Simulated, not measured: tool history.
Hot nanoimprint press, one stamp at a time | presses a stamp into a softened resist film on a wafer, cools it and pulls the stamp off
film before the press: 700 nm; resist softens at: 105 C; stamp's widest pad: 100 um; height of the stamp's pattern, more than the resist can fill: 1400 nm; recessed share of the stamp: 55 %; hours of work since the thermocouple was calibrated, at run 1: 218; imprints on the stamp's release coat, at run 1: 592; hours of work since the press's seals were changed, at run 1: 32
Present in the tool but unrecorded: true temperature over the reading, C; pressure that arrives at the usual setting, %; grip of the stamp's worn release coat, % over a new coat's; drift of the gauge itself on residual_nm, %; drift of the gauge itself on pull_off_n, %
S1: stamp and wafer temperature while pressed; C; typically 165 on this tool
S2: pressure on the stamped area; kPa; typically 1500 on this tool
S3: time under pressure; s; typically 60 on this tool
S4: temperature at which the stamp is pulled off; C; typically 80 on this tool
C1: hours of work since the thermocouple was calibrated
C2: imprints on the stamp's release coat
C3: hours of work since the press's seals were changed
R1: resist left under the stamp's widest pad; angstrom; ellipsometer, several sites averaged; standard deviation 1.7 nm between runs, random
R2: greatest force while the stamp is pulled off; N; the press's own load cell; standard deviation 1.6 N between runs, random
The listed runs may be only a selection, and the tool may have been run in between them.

| run | hour | S1 | S2 | S3 | S4 | C1 | C2 | C3 | R1 | R2 |
|---|---|---|---|---|---|---|---|---|---|---|
| 1 | 0.0 | 165 | 1500 | 60 | 80 | 218 | 592 | 32 | 3616 | 164 |
| 2 | 11.2 | 165 | 980 | 60 | 80 | 224 | 632 | 38 | 4417 | 167 |
| 3 | 17.4 | 165 | 980 | 60 | 80 | 228 | 654 | 41 | 4437 | 166 |
| 4 | 23.4 | 165 | 980 | 60 | 80 | 231 | 675 | 45 | 4423 | 163 |
| 5 | 33.0 | 165 | 2010 | 60 | 80 | 236 | 710 | 50 | 3098 | 166 |
|  | 36.5 | plate thermocouple calibrated |
| 6 | 46.5 | 165 | 2010 | 60 | 80 | 6 | 747 | 56 | 3069 | 168 |
| 7 | 52.8 | 165 | 2010 | 60 | 80 | 9 | 769 | 59 | 3089 | 169 |
|  | 60.9 | plate thermocouple calibrated, once more |
| 8 | 63.3 | 165 | 2010 | 60 | 80 | 1 | 796 | 63 | 3037 | 167 |
| 9 | 68.0 | 165 | 2010 | 60 | 80 | 4 | 813 | 66 | 3029 | 164 |

Run 10, settings as shown, results not yet in. Your forecast:
| 10 | 77.4 | 165 | 1220 | 89 | 68 | 9 | 846 | 71 | ? | ? |

Run 10 came out at R1 3497 angstrom, R2 183 N.
Without the tool's hidden state the same run would have given R1 3483 angstrom, R2 173 N.

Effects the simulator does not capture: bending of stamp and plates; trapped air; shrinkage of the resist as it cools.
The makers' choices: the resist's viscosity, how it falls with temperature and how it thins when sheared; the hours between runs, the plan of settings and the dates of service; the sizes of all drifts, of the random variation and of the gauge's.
